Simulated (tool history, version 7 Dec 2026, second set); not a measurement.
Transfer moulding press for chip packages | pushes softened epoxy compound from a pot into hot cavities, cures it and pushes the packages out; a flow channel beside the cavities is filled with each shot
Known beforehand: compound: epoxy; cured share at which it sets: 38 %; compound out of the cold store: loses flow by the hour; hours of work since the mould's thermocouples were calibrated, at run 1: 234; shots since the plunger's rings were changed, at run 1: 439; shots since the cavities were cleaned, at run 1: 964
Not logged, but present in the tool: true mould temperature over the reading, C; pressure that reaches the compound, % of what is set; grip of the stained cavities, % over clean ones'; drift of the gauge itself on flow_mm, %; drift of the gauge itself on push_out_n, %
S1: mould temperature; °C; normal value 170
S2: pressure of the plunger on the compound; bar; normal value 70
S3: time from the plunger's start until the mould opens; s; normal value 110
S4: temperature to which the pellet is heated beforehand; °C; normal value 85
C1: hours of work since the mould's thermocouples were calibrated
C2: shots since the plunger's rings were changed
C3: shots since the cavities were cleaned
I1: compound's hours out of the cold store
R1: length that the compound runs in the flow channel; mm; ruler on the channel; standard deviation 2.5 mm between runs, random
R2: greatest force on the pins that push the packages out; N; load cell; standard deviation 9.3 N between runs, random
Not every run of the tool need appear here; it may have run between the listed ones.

| run | hour | S1 | S2 | S3 | S4 | C1 | C2 | C3 | I1 | R1 | R2 |
|---|---|---|---|---|---|---|---|---|---|---|---|
| 1 | 0 | 170 | 70 | 110 | 85 | 234 | 439 | 964 | 19 | 738 | 768 |
|  | 16.2 | cavities cleaned with cleaning compound and waxed |
| 2 | 43 | 170 | 70 | 110 | 85 | 251 | 727 | 187 | 37.6 | 659 | 519 |
| 3 | 94.3 | 170 | 60.7 | 110 | 85 | 273 | 1083 | 543 | 44.2 | 589 | 631 |
| 4 | 123.8 | 170 | 60.7 | 110 | 85 | 285 | 1287 | 747 | 34.7 | 621 | 695 |
|  | 170.4 | cavities cleaned with cleaning compound and waxed |
| 5 | 176.5 | 163 | 70 | 110 | 85 | 307 | 1643 | 43 | 28.5 | 699 | 623 |
| 6 | 203.5 | 170 | 70 | 110 | 85 | 318 | 1830 | 230 | 27 | 694 | 532 |
| 7 | 258 | 170 | 70 | 110 | 85 | 341 | 2208 | 608 | 25.6 | 699 | 676 |
| 8 | 307.9 | 170 | 70 | 110 | 85 | 362 | 2554 | 954 | 9.4 | 772 | 747 |
|  | 325.4 | cavities cleaned with cleaning compound and waxed |
| 9 | 351.4 | 170 | 70 | 110 | 85 | 380 | 2846 | 181 | 31.5 | 672 | 532 |
| 10 | 403.1 | 170 | 70 | 110 | 85 | 402 | 3204 | 539 | 47.5 | 602 | 621 |
| 11 | 457 | 170 | 70 | 110 | 85 | 425 | 3578 | 913 | 20.9 | 712 | 718 |
|  | 481.8 | cavities cleaned with cleaning compound and waxed |
| 12 | 500 | 170 | 70 | 110 | 84 | 442 | 3866 | 126 | 18.5 | 721 | 525 |
| 13 | 523.1 | 170 | 70 | 110 | 84 | 452 | 4026 | 286 | 37.2 | 644 | 574 |
| 14 | 563.4 | 170 | 70 | 110 | 84 | 469 | 4306 | 566 | 15.7 | 724 | 692 |
| 15 | 609.5 | 170 | 70 | 110 | 84 | 488 | 4626 | 886 | 43.5 | 616 | 729 |
| 16 | 631.8 | 176 | 70 | 110 | 85 | 498 | 4780 | 1040 | 47 | 601 | 680 |
|  | 637.8 | cavities cleaned with cleaning compound and waxed |
| 17 | 685.1 | 176 | 52.2 | 110 | 76 | 520 | 5140 | 328 | 47.2 | 514 | 523 |
|  | 737.2 | plunger's sealing rings changed |
| 18 | 737.2 | 167 | 70.4 | 94 | 84 | 541 | 0 | 672 | 40.6 | 658 | 994 |
| 19 | 779.1 | 168 | 70 | 110 | 85 | 558 | 290 | 962 | 26.2 | 709 | 799 |
|  | 795.9 | cavities cleaned with cleaning compound and waxed |
| 20 | 804.3 | 165 | 53.9 | 110 | 85 | 568 | 455 | 58 | 28.9 | 619 | 563 |
| 21 | 834.2 | 165 | 53.9 | 99 | 85 | 581 | 662 | 265 | 11.7 | 687 | 969 |
| 22 | 876.2 | 174 | 70 | 110 | 85 | 599 | 954 | 557 | 40.9 | 638 | 607 |
| 23 | 919.4 | 170 | 78 | 110 | 91 | 617 | 1254 | 857 | 37.5 | 694 | 706 |
| 24 | 942.4 | 170 | 73.7 | 110 | 79 | 627 | 1413 | 1016 | 20 | 746 | 812 |
|  | 953 | cavities cleaned with cleaning compound and waxed |
| 25 | 973.3 | 170 | 73.7 | 110 | 79 | 639 | 1617 | 141 | 27.2 | 713 | 510 |
| 26 | 1019.3 | 178 | 56 | 110 | 85 | 658 | 1936 | 460 | 34.3 | 582 | 561 |
| 27 | 1061.7 | 178 | 56 | 110 | 93 | 676 | 2231 | 755 | 14.6 | 656 | 630 |
| 28 | 1090.8 | 178 | 56 | 146 | 84 | 689 | 2432 | 956 | 37.5 | 578 | 663 |

Hidden state or all else? Some run-to-run changes of R1, split into what the settings, what came in and random variation would give without the hidden state, and what is left for the hidden state (with any gauge scatter that isn't in both results):
Run 10 -> 11: nothing adjusted, nothing logged. R1 +110 mm: hidden state -6, all else +116.
Run 17 -> 18: S1 176 -> 167, S2 52.2 -> 70.4, S3 110 -> 94, S4 76 -> 84, plunger's sealing rings changed. R1 +144 mm: hidden state +23, all else +121.
Run 25 -> 26: S1 170 -> 178, S2 73.7 -> 56, S4 79 -> 85. R1 -131 mm: hidden state -1, all else -130.
